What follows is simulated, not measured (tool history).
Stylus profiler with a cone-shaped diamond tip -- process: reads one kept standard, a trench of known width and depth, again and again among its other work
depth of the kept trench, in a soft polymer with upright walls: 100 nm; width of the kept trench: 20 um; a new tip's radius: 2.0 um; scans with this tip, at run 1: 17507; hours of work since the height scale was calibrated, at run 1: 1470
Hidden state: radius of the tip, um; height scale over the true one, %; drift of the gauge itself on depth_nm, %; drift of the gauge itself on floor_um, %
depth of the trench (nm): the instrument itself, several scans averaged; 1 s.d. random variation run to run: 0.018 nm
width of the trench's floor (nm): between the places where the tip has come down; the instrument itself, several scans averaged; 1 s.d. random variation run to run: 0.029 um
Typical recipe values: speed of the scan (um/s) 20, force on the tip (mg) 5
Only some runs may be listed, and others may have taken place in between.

run,hour,speed of the scan (um/s),force on the tip (mg),scans with this tip,hours of work since the height scale was calibrated,depth of the trench (nm),width of the trench's floor (nm)
1,0,20,5,17507,1470,100.88,18690
2,30.7,27,5,17767,1491,100.92,18710
3,90.1,27,5,18271,1534,100.91,18670
4,138.6,20,6.92,18683,1568,101.12,18690
5,178.4,32,6.92,19020,1597,101.11,18700
6,213.2,32,6.92,19315,1621,101.11,18710
7,262.3,20,5,19732,1656,100.92,18690
8,293.8,20,5,19999,1679,100.91,18690
9,321.9,20,2.46,20238,1699,100.59,18670
10,347.9,20,2.46,20458,1717,100.58,18710
11,385.4,8,5,20777,1744,100.92,18720
12,433.3,8,5,21183,1778,100.92,18710
13,466.2,8,5,21462,1802,100.93,18750
14,495.3,16,5,21709,1822,100.9,18690
15,528.1,18,5,21987,1846,100.93,18720
16,583.5,29,5,22457,1885,100.92,18690
17,644,20,8.83,22971,1928,101.32,18750
18,669.4,20,8.83,23186,1946,101.36,18700
# hour 694.6: height scale calibrated on a step standard
19,723.1,20,8.83,23638,20,101.34,18710
20,777.6,20,5,24100,59,100.89,18710
21,834.6,7,2.64,24583,100,100.6,18730
22,880.6,48,6.11,24973,132,101.04,18650
23,907,48,6.11,25197,151,101.05,18660
24,964.3,12,7.54,25684,192,101.23,18760
25,1019.9,26,7.47,26155,232,101.19,18700
26,1072,13,12.95,26598,269,101.7,18760
27,1117.2,13,12.95,26981,301,101.7,18660
28,1156.3,26,13.54,27312,329,101.77,18770
29,1216.3,26,13.54,27822,372,101.78,18680
30,1248.9,10,12.97,28098,395,101.7,18730
31,1278.2,65,12.97,28347,416,101.71,18640
32,1337.3,65,12.97,28848,458,101.73,18670
33,1385,8,4.68,29253,492,100.84,18710
34,1416.6,8,4.68,29521,514,100.87,18690
35,1465.9,9,9.28,29940,549,101.38,18720
36,1512.1,9,9.28,30331,582,101.35,18740
37,1573,9,6.1,30848,626,101.03,18730
38,1615.7,7,12.15,31210,656,101.6,18790
39,1672.4,7,12.15,31691,696,101.65,18730
40,1730.6,15,13.77,32185,738,101.81,18710

A few steps of width of the trench's floor (nm) between consecutive runs. Split each: what settings, incoming material and random variation would produce without the hidden state, and what is left over for the hidden state, along with gauge scatter present in only one of the two compared results (measured, and without hidden state):
Run 6 -> 7: speed of the scan (um/s) 32 -> 20, force on the tip (mg) 6.92 -> 5. width of the trench's floor (nm) -20: hidden state +10, all else -30.
Run 7 -> 8: no setting changed, nothing entered. width of the trench's floor (nm) +0: hidden state -10, all else +10.
Run 19 -> 20: force on the tip (mg) 8.83 -> 5. width of the trench's floor (nm) +0: hidden state -10, all else +10.
Run 23 -> 24: speed of the scan (um/s) 48 -> 12, force on the tip (mg) 6.11 -> 7.54. width of the trench's floor (nm) +100: hidden state -10, all else +110.
Run 26 -> 27: no setting changed, nothing entered. width of the trench's floor (nm) -100: hidden state -10, all else -90.
Run 27 -> 28: speed of the scan (um/s) 13 -> 26, force on the tip (mg) 12.95 -> 13.54. width of the trench's floor (nm) +110: hidden state +10, all else +100.
